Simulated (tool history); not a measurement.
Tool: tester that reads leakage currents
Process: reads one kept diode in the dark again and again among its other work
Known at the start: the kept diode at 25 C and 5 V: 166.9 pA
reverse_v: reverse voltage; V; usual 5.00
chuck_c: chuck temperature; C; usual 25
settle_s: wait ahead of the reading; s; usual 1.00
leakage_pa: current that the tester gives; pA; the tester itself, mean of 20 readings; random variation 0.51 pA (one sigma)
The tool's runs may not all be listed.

{"run": 1, "hour": 0.0, "reverse_v": 5.0, "chuck_c": 25, "settle_s": 1.0, "leakage_pa": 175.79}
{"run": 2, "hour": 46.7, "reverse_v": 5.0, "chuck_c": 25, "settle_s": 1.0, "leakage_pa": 176.74}
{"run": 3, "hour": 138.9, "reverse_v": 15.69, "chuck_c": 25, "settle_s": 1.0, "leakage_pa": 252.88}
{"run": 4, "hour": 201.2, "reverse_v": 15.69, "chuck_c": 25, "settle_s": 1.0, "leakage_pa": 254.84}
{"run": 5, "hour": 279.6, "reverse_v": 15.69, "chuck_c": 25, "settle_s": 1.0, "leakage_pa": 254.65}
{"run": 6, "hour": 382.2, "reverse_v": 15.69, "chuck_c": 25, "settle_s": 1.0, "leakage_pa": 255.43}
{"run": 7, "hour": 483.0, "reverse_v": 5.6, "chuck_c": 25, "settle_s": 1.0, "leakage_pa": 183.15}
{"run": 8, "hour": 580.6, "reverse_v": 5.6, "chuck_c": 25, "settle_s": 1.0, "leakage_pa": 184.03}
{"run": 9, "hour": 646.7, "reverse_v": 5.0, "chuck_c": 25, "settle_s": 1.0, "leakage_pa": 179.1}
{"run": 10, "hour": 738.5, "reverse_v": 5.0, "chuck_c": 25, "settle_s": 1.0, "leakage_pa": 179.64}
{"run": 11, "hour": 836.1, "reverse_v": 5.0, "chuck_c": 25, "settle_s": 1.0, "leakage_pa": 180.86}
{"run": 12, "hour": 909.2, "reverse_v": 5.0, "chuck_c": 27, "settle_s": 1.0, "leakage_pa": 209.04}
{"run": 13, "hour": 976.9, "reverse_v": 5.0, "chuck_c": 25, "settle_s": 1.0, "leakage_pa": 180.42}
{"run": 14, "hour": 1023.2, "reverse_v": 5.0, "chuck_c": 25, "settle_s": 1.0, "leakage_pa": 182.14}
{"run": 15, "hour": 1132.5, "reverse_v": 5.0, "chuck_c": 25, "settle_s": 1.0, "leakage_pa": 182.52}
{"run": 16, "hour": 1235.5, "reverse_v": 5.0, "chuck_c": 25, "settle_s": 1.0, "leakage_pa": 182.36}
{"run": 17, "hour": 1344.1, "reverse_v": 5.0, "chuck_c": 29, "settle_s": 1.0, "leakage_pa": 244.72}
{"run": 18, "hour": 1391.9, "reverse_v": 5.0, "chuck_c": 29, "settle_s": 1.0, "leakage_pa": 242.45}
{"run": 19, "hour": 1499.0, "reverse_v": 5.0, "chuck_c": 25, "settle_s": 1.0, "leakage_pa": 183.5}
{"run": 20, "hour": 1604.4, "reverse_v": 5.0, "chuck_c": 25, "settle_s": 3.48, "leakage_pa": 182.66}
{"hour": 1617.0, "done": "probe card cleaned and baked"}
{"run": 21, "hour": 1664.1, "reverse_v": 1.46, "chuck_c": 38, "settle_s": 3.48, "leakage_pa": 310.69}
{"run": 22, "hour": 1748.4, "reverse_v": 17.47, "chuck_c": 43, "settle_s": 3.53, "leakage_pa": 944.42}
{"hour": 1799.7, "done": "probe card cleaned and baked, once more"}
{"run": 23, "hour": 1808.4, "reverse_v": 17.47, "chuck_c": 43, "settle_s": 3.53, "leakage_pa": 929.38}
{"run": 24, "hour": 1917.6, "reverse_v": 1.24, "chuck_c": 34, "settle_s": 9.84, "leakage_pa": 223.85}
{"run": 25, "hour": 1992.9, "reverse_v": 1.24, "chuck_c": 34, "settle_s": 9.84, "leakage_pa": 226.45}
{"run": 26, "hour": 2086.9, "reverse_v": 13.45, "chuck_c": 37, "settle_s": 5.58, "leakage_pa": 583.49}
{"run": 27, "hour": 2163.4, "reverse_v": 3.21, "chuck_c": 25, "settle_s": 1.81, "leakage_pa": 160.84}
{"run": 28, "hour": 2270.0, "reverse_v": 1.96, "chuck_c": 25, "settle_s": 1.25, "leakage_pa": 138.57}
{"run": 29, "hour": 2381.9, "reverse_v": 1.64, "chuck_c": 25, "settle_s": 7.84, "leakage_pa": 131.39}
{"run": 30, "hour": 2485.7, "reverse_v": 5.0, "chuck_c": 52, "settle_s": 8.07, "leakage_pa": 1133.36}
{"run": 31, "hour": 2590.8, "reverse_v": 5.0, "chuck_c": 21, "settle_s": 1.0, "leakage_pa": 139.95}
{"run": 32, "hour": 2690.6, "reverse_v": 1.05, "chuck_c": 38, "settle_s": 1.97, "leakage_pa": 286.53}
{"run": 33, "hour": 2747.2, "reverse_v": 1.05, "chuck_c": 38, "settle_s": 1.97, "leakage_pa": 286.18}
{"run": 34, "hour": 2809.2, "reverse_v": 5.0, "chuck_c": 25, "settle_s": 2.34, "leakage_pa": 188.38}
{"run": 35, "hour": 2911.4, "reverse_v": 2.35, "chuck_c": 25, "settle_s": 0.96, "leakage_pa": 150.07}
{"hour": 2954.1, "done": "chuck's temperature calibrated"}
{"run": 36, "hour": 3015.0, "reverse_v": 5.0, "chuck_c": 54, "settle_s": 0.57, "leakage_pa": 1201.24}
{"run": 37, "hour": 3117.1, "reverse_v": 3.69, "chuck_c": 40, "settle_s": 1.0, "leakage_pa": 450.21}
{"run": 38, "hour": 3181.0, "reverse_v": 5.0, "chuck_c": 22, "settle_s": 2.19, "leakage_pa": 139.07}
{"run": 39, "hour": 3288.2, "reverse_v": 6.83, "chuck_c": 51, "settle_s": 1.0, "leakage_pa": 1109.05}

Forecast each of these 4 alternatives for the next run:
{"run": "A", "hour": 3376.3, "reverse_v": 2.09, "chuck_c": 25, "settle_s": 3.1, "leakage_pa": "?"}
{"run": "B", "hour": 3376.3, "reverse_v": 13.79, "chuck_c": 20, "settle_s": 1.0, "leakage_pa": "?"}
{"run": "C", "hour": 3376.3, "reverse_v": 5.0, "chuck_c": 25, "settle_s": 4.18, "leakage_pa": "?"}
{"run": "D", "hour": 3376.3, "reverse_v": 5.73, "chuck_c": 54, "settle_s": 0.35, "leakage_pa": "?"}

run=A leakage_pa=133.74
run=B leakage_pa=169.56
run=C leakage_pa=174.57
run=D leakage_pa=1270.82
Without the tool's hidden state the same runs would have given:
run=A leakage_pa=128.39
run=B leakage_pa=159.00
run=C leakage_pa=166.85
run=D leakage_pa=1230.73
